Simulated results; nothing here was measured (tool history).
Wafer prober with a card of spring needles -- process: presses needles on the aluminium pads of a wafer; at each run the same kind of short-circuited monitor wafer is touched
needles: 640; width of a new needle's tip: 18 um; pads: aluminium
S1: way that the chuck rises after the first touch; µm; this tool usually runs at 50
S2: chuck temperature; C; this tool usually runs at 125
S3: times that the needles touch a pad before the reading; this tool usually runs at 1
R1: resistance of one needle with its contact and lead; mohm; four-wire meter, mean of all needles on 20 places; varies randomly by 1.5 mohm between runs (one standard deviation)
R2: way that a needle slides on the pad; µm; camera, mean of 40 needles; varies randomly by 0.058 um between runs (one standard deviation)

run   hour  S1   S2  S3   R1    R2
  1      0  50  125   1  174  5.88
      10.7  -- tips cleaned on abrasive film
      26.9  -- tips cleaned on abrasive film
  2   27.3  50  125   1  151  5.83
      42.8  -- tips cleaned on abrasive film
  3   47.7  50  125   1  169   5.9
      58.9  -- tips cleaned on abrasive film
  4   67.4  50  125   2  168  5.79
      74.8  -- tips cleaned on abrasive film
      90.8  -- tips cleaned on abrasive film
  5   97.9  50  125   2  167   5.8
     107.5  -- tips cleaned on abrasive film
     123.8  -- tips cleaned on abrasive film
  6  125.5  50  125   2  153  5.77
       139  -- tips cleaned on abrasive film
  7    142  50  125   2  160  5.77
     155.1  -- tips cleaned on abrasive film
  8  165.4  50  125   2  174  5.82
     170.4  -- tips cleaned on abrasive film
     186.5  -- tips cleaned on abrasive film
  9  197.8  50   26   2  167  5.73
     202.6  -- tips cleaned on abrasive film
     219.2  -- tips cleaned on abrasive film
 10  231.3  50   26   2  169  5.72
     236.8  -- tips cleaned on abrasive film
 11  248.2  50   26   2  166  5.76
     253.2  -- tips cleaned on abrasive film
 12    263  50   26   2  160  5.76
     268.8  -- tips cleaned on abrasive film
       284  -- tips cleaned on abrasive film
 13  292.2  50   26   2  158  5.58
     299.9  -- tips cleaned on abrasive film
       304  -- height of the first contact set anew
 14  311.6  50   26   2  163  6.09
     316.4  -- tips cleaned on abrasive film
     332.4  -- tips cleaned on abrasive film
 15    338  50   26   2  149  6.08
     348.7  -- tips cleaned on abrasive film
     364.1  -- tips cleaned on abrasive film
 16  364.1  43   65   2  144  5.13
       381  -- tips cleaned on abrasive film
 17  393.3  46   75   1  203  5.61
     397.8  -- tips cleaned on abrasive film
       413  -- tips cleaned on abrasive film
 18  420.7  50  103   2  168  5.96
     428.7  -- tips cleaned on abrasive film
 19  440.9  30   44   1  301  3.53
     446.5  -- tips cleaned on abrasive film
     462.2  -- tips cleaned on abrasive film
 20  466.9  50   58   1  167  5.98
     478.5  -- tips cleaned on abrasive film
 21  488.4  51   89   1  184  5.97
     495.5  -- tips cleaned on abrasive film
 22  508.8  50   61   1  197  5.83
     511.6  -- tips cleaned on abrasive film
     527.5  -- tips cleaned on abrasive film
 23  539.5  35  125   1  266  4.13
     543.2  -- tips cleaned on abrasive film
     558.8  -- tips cleaned on abrasive film
 24  566.1  41   31   3  162  4.74
     574.9  -- tips cleaned on abrasive film
 25  589.1  53   31   3  155  6.13
     591.2  -- tips cleaned on abrasive film
     607.8  -- tips cleaned on abrasive film
 26  613.4  53   31   3  141  6.04
     623.1  -- tips cleaned on abrasive film
 27  636.4  53   31   3  152  6.08

Below are 4 alternative next runs, each starting from the tool's condition after run 27. Predict each:
     639.4  -- tips cleaned on abrasive film
     656.2  -- tips cleaned on abrasive film
  A  658.4  50  125   3   ?   ?
     639.4  -- tips cleaned on abrasive film
     656.2  -- tips cleaned on abrasive film
  B  658.4  70   31   3   ?   ?
     639.4  -- tips cleaned on abrasive film
     656.2  -- tips cleaned on abrasive film
  C  658.4  30   49   2   ?   ?
     639.4  -- tips cleaned on abrasive film
     656.2  -- tips cleaned on abrasive film
  D  658.4  35  125   1   ?   ?

run   R1    R2
  A  156  5.73
  B  127  8.06
  C  179  3.35
  D  196  3.84
Without the tool's unlogged condition, the same runs would have read:
run   R1    R2
  A  147  6.05
  B  121  8.38
  C  143  3.67
  D  158  4.16

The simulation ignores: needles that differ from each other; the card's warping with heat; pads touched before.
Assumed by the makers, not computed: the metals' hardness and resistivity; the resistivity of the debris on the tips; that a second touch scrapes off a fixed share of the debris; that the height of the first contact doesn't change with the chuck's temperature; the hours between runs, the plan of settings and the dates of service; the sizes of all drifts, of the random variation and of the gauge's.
